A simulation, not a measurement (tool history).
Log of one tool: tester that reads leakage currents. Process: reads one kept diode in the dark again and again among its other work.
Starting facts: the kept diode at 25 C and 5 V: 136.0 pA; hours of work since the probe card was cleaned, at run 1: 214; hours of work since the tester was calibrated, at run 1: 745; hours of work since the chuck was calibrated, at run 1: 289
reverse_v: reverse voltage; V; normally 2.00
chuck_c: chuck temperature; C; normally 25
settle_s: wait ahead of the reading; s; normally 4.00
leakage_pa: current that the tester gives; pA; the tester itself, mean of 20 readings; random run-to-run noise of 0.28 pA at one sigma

| run | hour | reverse_v | chuck_c | settle_s | hours of work since the probe card was cleaned | hours of work since the tester was calibrated | hours of work since the chuck was calibrated | leakage_pa |
|---|---|---|---|---|---|---|---|---|
| 1 | 0.0 | 2.00 | 25 | 4.00 | 214 | 745 | 289 | 97.26 |
| 2 | 55.4 | 2.00 | 25 | 4.00 | 256 | 788 | 331 | 98.59 |
| 3 | 99.1 | 2.00 | 25 | 4.00 | 289 | 821 | 364 | 99.78 |
| 4 | 150.5 | 2.00 | 25 | 1.00 | 328 | 860 | 403 | 100.57 |
| 5 | 221.0 | 2.00 | 25 | 1.00 | 382 | 913 | 457 | 101.21 |
| 6 | 284.4 | 2.00 | 25 | 1.00 | 430 | 962 | 505 | 102.61 |
|  | 310.7 | chuck's temperature calibrated |
| 7 | 351.8 | 2.00 | 25 | 0.39 | 480 | 1011 | 31 | 94.91 |
| 8 | 393.9 | 2.00 | 25 | 4.00 | 512 | 1043 | 63 | 94.07 |
| 9 | 463.2 | 2.00 | 25 | 4.00 | 564 | 1096 | 116 | 95.10 |
| 10 | 502.8 | 18.21 | 25 | 4.00 | 594 | 1126 | 146 | 258.17 |
| 11 | 548.3 | 18.21 | 25 | 4.00 | 629 | 1161 | 181 | 260.04 |
| 12 | 621.6 | 2.00 | 25 | 4.00 | 685 | 1216 | 236 | 97.51 |
| 13 | 657.4 | 1.70 | 25 | 4.00 | 712 | 1244 | 264 | 91.12 |
| 14 | 727.1 | 1.70 | 25 | 4.00 | 765 | 1296 | 317 | 92.04 |
| 15 | 800.0 | 2.00 | 25 | 4.00 | 820 | 1352 | 372 | 99.63 |
| 16 | 837.8 | 2.00 | 25 | 4.00 | 849 | 1381 | 401 | 100.27 |
| 17 | 895.9 | 7.12 | 25 | 4.00 | 893 | 1425 | 445 | 179.36 |
| 18 | 950.7 | 7.12 | 25 | 4.00 | 935 | 1466 | 486 | 180.56 |
|  | 1003.3 | chuck's temperature calibrated |
| 19 | 1034.5 | 2.00 | 25 | 4.00 | 997 | 1529 | 24 | 95.35 |
| 20 | 1084.5 | 1.85 | 25 | 2.93 | 1035 | 1567 | 62 | 92.58 |
| 21 | 1164.1 | 2.00 | 29 | 4.00 | 1096 | 1627 | 122 | 139.97 |
| 22 | 1215.0 | 2.00 | 46 | 3.19 | 1134 | 1666 | 161 | 618.18 |
| 23 | 1278.4 | 1.85 | 20 | 2.53 | 1183 | 1714 | 209 | 60.03 |
| 24 | 1319.1 | 5.45 | 41 | 0.34 | 1213 | 1745 | 240 | 634.66 |
| 25 | 1365.7 | 1.01 | 27 | 2.04 | 1249 | 1780 | 275 | 88.90 |
| 26 | 1418.1 | 16.65 | 48 | 1.66 | 1289 | 1820 | 315 | 1851.76 |
| 27 | 1491.2 | 4.96 | 25 | 4.00 | 1344 | 1876 | 371 | 154.67 |
|  | 1500.5 | probe card cleaned and baked |
| 28 | 1562.1 | 1.21 | 25 | 4.00 | 47 | 1927 | 422 | 82.45 |
| 29 | 1596.2 | 1.21 | 25 | 4.00 | 73 | 1953 | 448 | 83.25 |
| 30 | 1661.7 | 1.21 | 25 | 4.00 | 123 | 2003 | 498 | 83.70 |
|  | 1696.0 | chuck's temperature calibrated |
| 31 | 1720.7 | 8.39 | 25 | 0.32 | 166 | 2046 | 19 | 197.60 |
| 32 | 1799.2 | 1.70 | 42 | 9.58 | 225 | 2106 | 78 | 412.48 |
| 33 | 1847.4 | 1.70 | 42 | 9.58 | 262 | 2143 | 115 | 413.29 |
| 34 | 1924.4 | 1.70 | 42 | 9.58 | 321 | 2201 | 174 | 414.83 |
|  | 1983.3 | probe card cleaned and baked, once more |
| 35 | 2002.3 | 2.89 | 51 | 0.82 | 14 | 2258 | 231 | 1097.84 |
| 36 | 2079.0 | 2.89 | 51 | 0.82 | 73 | 2316 | 289 | 1104.54 |
| 37 | 2130.6 | 2.89 | 51 | 0.82 | 112 | 2356 | 328 | 1111.71 |
| 38 | 2211.8 | 2.00 | 25 | 1.61 | 174 | 2417 | 390 | 98.81 |

How would selected steps in leakage_pa from run to run divide? Give the signed amount a tool lacking its hidden state would still show from settings, what came in and random variation, and the signed amount left for the hidden state, including any gauge scatter that is not in both of the compared results.
The tool's hidden condition here consists of: stray current of the dirty probe card, pA a volt; current scale over the true one, %; true chuck temperature over the reading, C; drift of the gauge itself on leakage_pa, %.
Run 25 -> 26: reverse_v 1.01 -> 16.65, chuck_c 27 -> 48, settle_s 2.04 -> 1.66. leakage_pa +1762.86 pA: hidden state +102.54, all else +1660.32.
Run 26 -> 27: reverse_v 16.65 -> 4.96, chuck_c 48 -> 25, settle_s 1.66 -> 4.00. leakage_pa -1697.09 pA: hidden state -89.71, all else -1607.38.
Run 37 -> 38: reverse_v 2.89 -> 2.00, chuck_c 51 -> 25, settle_s 0.82 -> 1.61. leakage_pa -1012.90 pA: hidden state -41.44, all else -971.46.

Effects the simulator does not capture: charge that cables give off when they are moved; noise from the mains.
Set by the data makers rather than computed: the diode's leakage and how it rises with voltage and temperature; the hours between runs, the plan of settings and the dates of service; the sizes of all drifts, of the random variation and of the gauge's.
